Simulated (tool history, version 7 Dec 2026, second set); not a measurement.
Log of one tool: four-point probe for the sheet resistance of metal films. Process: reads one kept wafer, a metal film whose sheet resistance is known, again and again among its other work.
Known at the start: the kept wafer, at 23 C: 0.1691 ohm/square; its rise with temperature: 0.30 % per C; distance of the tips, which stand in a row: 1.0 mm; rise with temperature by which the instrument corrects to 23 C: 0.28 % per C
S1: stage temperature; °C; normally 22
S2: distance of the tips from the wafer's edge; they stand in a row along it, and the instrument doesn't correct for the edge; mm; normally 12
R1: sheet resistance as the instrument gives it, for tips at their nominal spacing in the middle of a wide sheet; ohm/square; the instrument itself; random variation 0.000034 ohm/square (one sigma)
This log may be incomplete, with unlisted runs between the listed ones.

Run 1, day 0: usual settings. Result: R1 0.170372 ohm/square.
Run 2, day 0.317: usual settings. Result: R1 0.170371 ohm/square.
Run 3, day 0.717: usual settings. Result: R1 0.170355 ohm/square.
Run 4, day 1: usual settings. Result: R1 0.170397 ohm/square.
Run 5, day 1.554: usual settings. Result: R1 0.170412 ohm/square.
Run 6, day 2.1: usual settings but S2 6 mm. Result: R1 0.172248 ohm/square.
Run 7, day 2.575: usual settings but S2 6 mm. Result: R1 0.172231 ohm/square.
Run 8, day 2.854: usual settings but S2 6 mm. Result: R1 0.172262 ohm/square.
Run 9, day 3.467: usual settings but S2 6 mm. Result: R1 0.172307 ohm/square.
Run 10, day 3.942: usual settings. Result: R1 0.17043 ohm/square.
Run 11, day 4.488: usual settings. Result: R1 0.170399 ohm/square.
Run 12, day 4.854: usual settings. Result: R1 0.170398 ohm/square.
Run 13, day 5.258: usual settings. Result: R1 0.170337 ohm/square.
Run 14, day 5.562: usual settings. Result: R1 0.170409 ohm/square.
Run 15, day 6.096: usual settings but S2 16 mm. Result: R1 0.170089 ohm/square.
Run 16, day 6.679: usual settings but S1 23 °C. Result: R1 0.170448 ohm/square.
Run 17, day 7.233: usual settings but S1 27 °C, S2 4 mm. Result: R1 0.175468 ohm/square.
Run 18, day 7.788: usual settings but S1 27 °C, S2 4 mm. Result: R1 0.175494 ohm/square.
Run 19, day 8.233: usual settings but S1 19 °C, S2 4 mm. Result: R1 0.175164 ohm/square.
Run 20, day 8.883: usual settings but S1 19 °C, S2 4 mm. Result: R1 0.175111 ohm/square.
Run 21, day 9.371: usual settings but S1 27 °C, S2 69 mm. Result: R1 0.170033 ohm/square.
Run 22, day 9.967: usual settings but S1 27 °C, S2 16 mm. Result: R1 0.170343 ohm/square.
Run 23, day 10.458: usual settings but S2 5 mm. Result: R1 0.17337 ohm/square.
Run 24, day 10.883: usual settings but S2 5 mm. Result: R1 0.173335 ohm/square.
Run 25, day 11.308: usual settings but S1 29 °C. Result: R1 0.17071 ohm/square.
Run 26, day 11.833: usual settings but S2 74 mm. Result: R1 0.169868 ohm/square.
Run 27, day 12.108: usual settings but S2 74 mm. Result: R1 0.169792 ohm/square.
Run 28, day 12.533: usual settings but S2 74 mm. Result: R1 0.169787 ohm/square.
Run 29, day 13.088: usual settings but S2 10 mm. Result: R1 0.170713 ohm/square.
Run 30, day 13.742: usual settings but S2 10 mm. Result: R1 0.170702 ohm/square.
Run 31, day 14.275: usual settings but S1 23 °C, S2 9 mm. Result: R1 0.170987 ohm/square.
Run 32, day 14.875: usual settings but S1 23 °C, S2 9 mm. Result: R1 0.171007 ohm/square.

Each row is a separate what-if for the run after 32, all from the same tool condition, not one after another. Results?
Run A, day 15.408: usual settings but S1 33 °C. Result: R1 ?.
Run B, day 15.408: usual settings but S1 23 °C, S2 17 mm. Result: R1 ?.
Run C, day 15.408: usual settings but S1 24 °C, S2 21 mm. Result: R1 ?.

run        R1
  A  0.170896
  B  0.170202
  C  0.170046
Take away the tool's hidden state, keep each run's random variation, and the runs would have read:
run        R1
  A  0.170133
  B  0.169439
  C  0.169285
